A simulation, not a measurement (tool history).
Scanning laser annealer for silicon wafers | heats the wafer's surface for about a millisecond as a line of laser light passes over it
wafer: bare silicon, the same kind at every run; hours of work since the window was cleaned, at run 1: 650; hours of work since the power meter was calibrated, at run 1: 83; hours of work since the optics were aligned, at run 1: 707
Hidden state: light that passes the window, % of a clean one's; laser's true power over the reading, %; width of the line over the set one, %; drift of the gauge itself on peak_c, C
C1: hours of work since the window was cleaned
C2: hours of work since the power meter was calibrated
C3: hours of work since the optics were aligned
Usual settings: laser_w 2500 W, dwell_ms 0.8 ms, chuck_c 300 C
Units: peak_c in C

{"run": 1, "hour": 0.0, "laser_w": 2500, "dwell_ms": 0.8, "chuck_c": 300, "C1": 650, "C2": 83, "C3": 707, "peak_c": 1096}
{"run": 2, "hour": 8.9, "laser_w": 2500, "dwell_ms": 0.8, "chuck_c": 300, "C1": 655, "C2": 87, "C3": 712, "peak_c": 1099}
{"run": 3, "hour": 18.8, "laser_w": 2500, "dwell_ms": 0.8, "chuck_c": 300, "C1": 660, "C2": 93, "C3": 717, "peak_c": 1100}
{"run": 4, "hour": 26.7, "laser_w": 2500, "dwell_ms": 0.8, "chuck_c": 300, "C1": 664, "C2": 97, "C3": 721, "peak_c": 1096}
{"run": 5, "hour": 34.0, "laser_w": 2500, "dwell_ms": 0.8, "chuck_c": 300, "C1": 668, "C2": 101, "C3": 725, "peak_c": 1098}
{"run": 6, "hour": 38.9, "laser_w": 2500, "dwell_ms": 0.8, "chuck_c": 300, "C1": 671, "C2": 104, "C3": 728, "peak_c": 1098}
{"run": 7, "hour": 46.4, "laser_w": 2500, "dwell_ms": 0.8, "chuck_c": 300, "C1": 675, "C2": 108, "C3": 732, "peak_c": 1098}
{"run": 8, "hour": 54.6, "laser_w": 2189, "dwell_ms": 0.8, "chuck_c": 287, "C1": 679, "C2": 112, "C3": 736, "peak_c": 987}
{"run": 9, "hour": 63.1, "laser_w": 2189, "dwell_ms": 0.8, "chuck_c": 287, "C1": 684, "C2": 116, "C3": 741, "peak_c": 990}

Run 10 comes next. What will it give?
{"run": 10, "hour": 72.6, "laser_w": 2189, "dwell_ms": 0.8, "chuck_c": 287, "C1": 689, "C2": 122, "C3": 746, "peak_c": "?"}

Run 10 gave peak_c 988 C.
Without the tool's hidden state the same run would have given peak_c 1023 C.
